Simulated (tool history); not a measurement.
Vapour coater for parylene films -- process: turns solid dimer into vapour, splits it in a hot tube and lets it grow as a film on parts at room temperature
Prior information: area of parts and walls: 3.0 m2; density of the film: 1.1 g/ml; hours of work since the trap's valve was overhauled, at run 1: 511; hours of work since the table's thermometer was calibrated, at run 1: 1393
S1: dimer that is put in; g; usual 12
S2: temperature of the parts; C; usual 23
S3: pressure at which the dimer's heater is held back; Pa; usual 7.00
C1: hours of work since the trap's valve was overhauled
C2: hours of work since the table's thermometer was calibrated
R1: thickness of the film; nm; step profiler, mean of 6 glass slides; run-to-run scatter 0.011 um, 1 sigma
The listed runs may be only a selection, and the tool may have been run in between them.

run,hour,S1,S2,S3,C1,C2,R1
1,0.0,12,23,7.00,511,1393,2580
2,50.4,12,19,7.00,542,1424,2910
# hour 92.3: trap's valve overhauled
3,109.4,14,23,7.00,11,1458,3190
4,169.8,12,23,7.00,48,1495,2740
5,223.5,12,23,7.00,80,1528,2710
6,282.2,12,23,7.00,116,1564,2710
7,320.0,12,23,7.00,140,1587,2700
8,381.2,9,23,7.00,177,1624,2010
9,429.0,9,23,7.00,206,1654,2010
10,484.5,9,23,7.00,240,1688,1980
11,539.2,12,16,2.04,274,1721,3430
12,592.3,18,23,3.92,306,1754,4250
13,628.8,11,32,7.92,329,1776,1780
14,664.1,11,32,7.92,350,1798,1780
15,715.0,10,16,2.45,381,1829,2820
16,751.4,14,16,2.29,404,1851,3950
17,799.0,14,16,2.29,433,1880,3940
18,836.5,12,34,6.32,456,1903,1830
19,891.0,19,19,2.42,489,1937,5310

What if the next run were any one of these 4? Each begins from the tool's condition after run 19:
A,944.1,16,18,6.13,522,1969,?
B,944.1,12,18,9.72,522,1969,?
C,944.1,12,23,7.05,522,1969,?
D,944.1,12,21,7.00,522,1969,?

run,R1
A,4130
B,2940
C,2600
D,2750
Without the tool's hidden state the same runs would have given:
run,R1
A,4350
B,3090
C,2740
D,2900

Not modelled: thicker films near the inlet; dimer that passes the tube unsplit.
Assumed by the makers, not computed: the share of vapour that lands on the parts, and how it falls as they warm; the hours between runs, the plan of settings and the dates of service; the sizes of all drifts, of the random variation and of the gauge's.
